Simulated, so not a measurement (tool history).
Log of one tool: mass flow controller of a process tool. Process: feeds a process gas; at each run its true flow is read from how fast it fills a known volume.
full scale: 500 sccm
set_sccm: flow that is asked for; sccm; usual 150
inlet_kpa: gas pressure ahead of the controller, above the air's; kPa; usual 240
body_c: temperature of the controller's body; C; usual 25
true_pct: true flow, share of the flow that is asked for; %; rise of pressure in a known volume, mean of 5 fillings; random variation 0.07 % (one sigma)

run      day  set_sccm  inlet_kpa  body_c  true_pct
  1        0       150        240      25     98.66
  2    2.571       150        240      25     98.56
  3    4.604       150        240      25     98.66
  4    6.854       150        240      25     98.68
  5    9.392       150        176      25     99.09
  6   11.796       150        240      25     98.81
  7   14.204       101        240      25      98.5
  8   16.229       150        240      25     98.88
  9   19.371       150        240      33     98.16
 10   20.788       150        240      33     98.18
 11    22.85       150        240      33     98.21
 12   24.654       150        240      20     99.25
 13   27.167       150        240      20     99.25
 14       29       150        240      20     99.19
 15   30.692       150        240      20     99.36
 16   33.117       150        240      20     99.58
 17   36.112       150        240      20      99.4
 18   39.008       150        240      20     99.55
 19   40.312       150        240      20     99.43
 20     43.4       150        262      25     98.99
 21   44.958       150        262      25     98.95
 22   47.312       150        262      25     99.03
 23   48.871       150        262      25     99.02
 24   51.279       150        262      25     98.97
 25   53.558       104        262      20      99.3
 26   55.504        76        162      20     99.96
 27   57.067        76        162      20    100.02
 28   59.646       115        222      23     99.48
      61.608  -- gauge calibrated
 29   62.812       282        231      22     99.35
 30   65.379       100        231      37     97.52
 31   66.954       126        165      29     98.89
 32   69.675       126        165      29     98.87
 33   72.821       126        250      29     98.16
 34   74.946       477        194      27    100.03
 35   76.758       292        171      33     99.05
 36   79.304       110        201      23     99.07
 37   82.167       110        201      23     99.16
 38   84.596       110        143      23      99.7
 39     87.1       110        143      23     99.61
 40   90.083        74        240      31     98.35
 41   91.938        74        240      31     98.26
 42   95.121       108        240      28     98.69
 43   98.146       109        180      38     98.18
 44   99.488       109        180      38     98.34
 45  101.875       410        277      21     99.91
 46  103.588       309        195      29     99.71
 47  106.275        82        184      37     98.41

3 ways to go on from here, each from the tool as it stands after run 47. What would each give?
  A  108.142       150        146      25         ?
  B  108.142       108        240      28         ?
  C  108.142       150        240      27         ?

run  true_pct
  A     99.99
  B     98.75
  C     99.02
Without the tool's hidden state the same runs would have given:
run  true_pct
  A     99.42
  B     98.19
  C     98.46

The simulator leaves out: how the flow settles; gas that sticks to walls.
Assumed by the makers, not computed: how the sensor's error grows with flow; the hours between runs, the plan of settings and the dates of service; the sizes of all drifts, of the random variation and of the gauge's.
